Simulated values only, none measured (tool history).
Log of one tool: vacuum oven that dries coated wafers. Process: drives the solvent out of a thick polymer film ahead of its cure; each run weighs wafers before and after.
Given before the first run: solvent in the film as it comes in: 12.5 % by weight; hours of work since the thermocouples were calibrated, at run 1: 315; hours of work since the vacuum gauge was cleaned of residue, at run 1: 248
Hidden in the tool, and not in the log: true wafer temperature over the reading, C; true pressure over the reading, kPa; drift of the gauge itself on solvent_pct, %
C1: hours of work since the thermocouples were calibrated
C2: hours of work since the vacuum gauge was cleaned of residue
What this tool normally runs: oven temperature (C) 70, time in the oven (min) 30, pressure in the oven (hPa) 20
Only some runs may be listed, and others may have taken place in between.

Run 1, hour 0: usual settings; C1 315; C2 248. Result: solvent left in the film (%) 1.38.
Run 2, hour 44.9: usual settings but oven temperature (C) 55; C1 336; C2 270. Result: solvent left in the film (%) 5.68.
Run 3, hour 93.9: usual settings but oven temperature (C) 55; C1 360; C2 293. Result: solvent left in the film (%) 5.59.
Run 4, hour 134.8: usual settings but oven temperature (C) 55; C1 379; C2 312. Result: solvent left in the film (%) 5.83.
Run 5, hour 171: usual settings; C1 396; C2 329. Result: solvent left in the film (%) 1.25.
Run 6, hour 198: usual settings; C1 409; C2 342. Result: solvent left in the film (%) 1.32.
Run 7, hour 249.5: usual settings but time in the oven (min) 18; C1 434; C2 367. Result: solvent left in the film (%) 2.64.
Run 8, hour 276.5: usual settings but pressure in the oven (hPa) 61.2; C1 446; C2 379. Result: solvent left in the film (%) 2.53.
Run 9, hour 307.1: usual settings but pressure in the oven (hPa) 61.2; C1 461; C2 394. Result: solvent left in the film (%) 2.59.
Run 10, hour 343.7: usual settings; C1 478; C2 411. Result: solvent left in the film (%) 1.31.
Run 11, hour 380.8: usual settings; C1 496; C2 429. Result: solvent left in the film (%) 1.41.
Run 12, hour 426.1: usual settings; C1 517; C2 450. Result: solvent left in the film (%) 1.38.
Run 13, hour 448.7: usual settings; C1 528; C2 461. Result: solvent left in the film (%) 1.41.
Run 14, hour 478.7: usual settings; C1 542; C2 475. Result: solvent left in the film (%) 1.4.
Run 15, hour 508.4: usual settings; C1 556; C2 489. Result: solvent left in the film (%) 1.35.
Run 16, hour 557.8: usual settings; C1 580; C2 513. Result: solvent left in the film (%) 1.4.
Run 17, hour 597: usual settings; C1 598; C2 531. Result: solvent left in the film (%) 1.44.
Run 18, hour 620.6: usual settings; C1 610; C2 543. Result: solvent left in the film (%) 1.4.
Run 19, hour 643.2: usual settings; C1 620; C2 553. Result: solvent left in the film (%) 1.34.
Run 20, hour 694.4: usual settings but oven temperature (C) 59, pressure in the oven (hPa) 38.4; C1 645; C2 578. Result: solvent left in the film (%) 5.16.
Run 21, hour 727.9: usual settings but oven temperature (C) 68, time in the oven (min) 39, pressure in the oven (hPa) 24.3; C1 661; C2 594. Result: solvent left in the film (%) 1.5.
Run 22, hour 764.6: usual settings but oven temperature (C) 68, time in the oven (min) 39, pressure in the oven (hPa) 24.3; C1 678; C2 611. Result: solvent left in the film (%) 1.41.
Run 23, hour 794.1: usual settings but oven temperature (C) 72, pressure in the oven (hPa) 10.1; C1 692; C2 625. Result: solvent left in the film (%) 0.91.
Run 24, hour 821.6: usual settings but oven temperature (C) 64, time in the oven (min) 21, pressure in the oven (hPa) 32.1; C1 705; C2 638. Result: solvent left in the film (%) 4.54.
Run 25, hour 860.8: usual settings but oven temperature (C) 64, time in the oven (min) 21, pressure in the oven (hPa) 32.1; C1 724; C2 657. Result: solvent left in the film (%) 4.65.
At hour 891.9: oven's thermocouples calibrated.
Run 26, hour 913.9: usual settings but oven temperature (C) 64, time in the oven (min) 21, pressure in the oven (hPa) 32.1; C1 10; C2 681. Result: solvent left in the film (%) 4.17.
Run 27, hour 964: usual settings but oven temperature (C) 64, time in the oven (min) 21, pressure in the oven (hPa) 32.1; C1 34; C2 705. Result: solvent left in the film (%) 4.26.
Run 28, hour 987.1: usual settings but oven temperature (C) 67, time in the oven (min) 21, pressure in the oven (hPa) 42.7; C1 45; C2 716. Result: solvent left in the film (%) 3.77.
Run 29, hour 1028.9: usual settings but time in the oven (min) 25, pressure in the oven (hPa) 45.6; C1 65; C2 735. Result: solvent left in the film (%) 2.48.
Run 30, hour 1060.1: usual settings but oven temperature (C) 55, time in the oven (min) 29, pressure in the oven (hPa) 23.8; C1 80; C2 750. Result: solvent left in the film (%) 5.92.
Run 31, hour 1103.1: usual settings but oven temperature (C) 58, time in the oven (min) 22; C1 100; C2 771. Result: solvent left in the film (%) 5.83.
Run 32, hour 1144: usual settings but oven temperature (C) 58, time in the oven (min) 17; C1 120; C2 790. Result: solvent left in the film (%) 6.43.
Run 33, hour 1182.6: usual settings but oven temperature (C) 58, time in the oven (min) 17; C1 138; C2 808. Result: solvent left in the film (%) 6.59.
Run 34, hour 1227.3: usual settings but oven temperature (C) 64, time in the oven (min) 17, pressure in the oven (hPa) 39; C1 159; C2 830. Result: solvent left in the film (%) 5.24.
Run 35, hour 1268.7: usual settings but oven temperature (C) 64, time in the oven (min) 17, pressure in the oven (hPa) 39; C1 179; C2 849. Result: solvent left in the film (%) 5.33.
Run 36, hour 1314.1: usual settings but time in the oven (min) 40; C1 200; C2 871. Result: solvent left in the film (%) 1.06.

What differs in the tool's unlogged condition from the final listed run ahead of each entry between runs to the first listed run following it?
Run 25 -> run 26: oven's thermocouples calibrated (hour 891.9)
  true wafer temperature over the reading, C: -1.35 -> -0.59; true pressure over the reading, kPa: 0.178 -> 0.184
  measured value less the no-hidden-state value, solvent left in the film (%): +0.5 -> +0.24
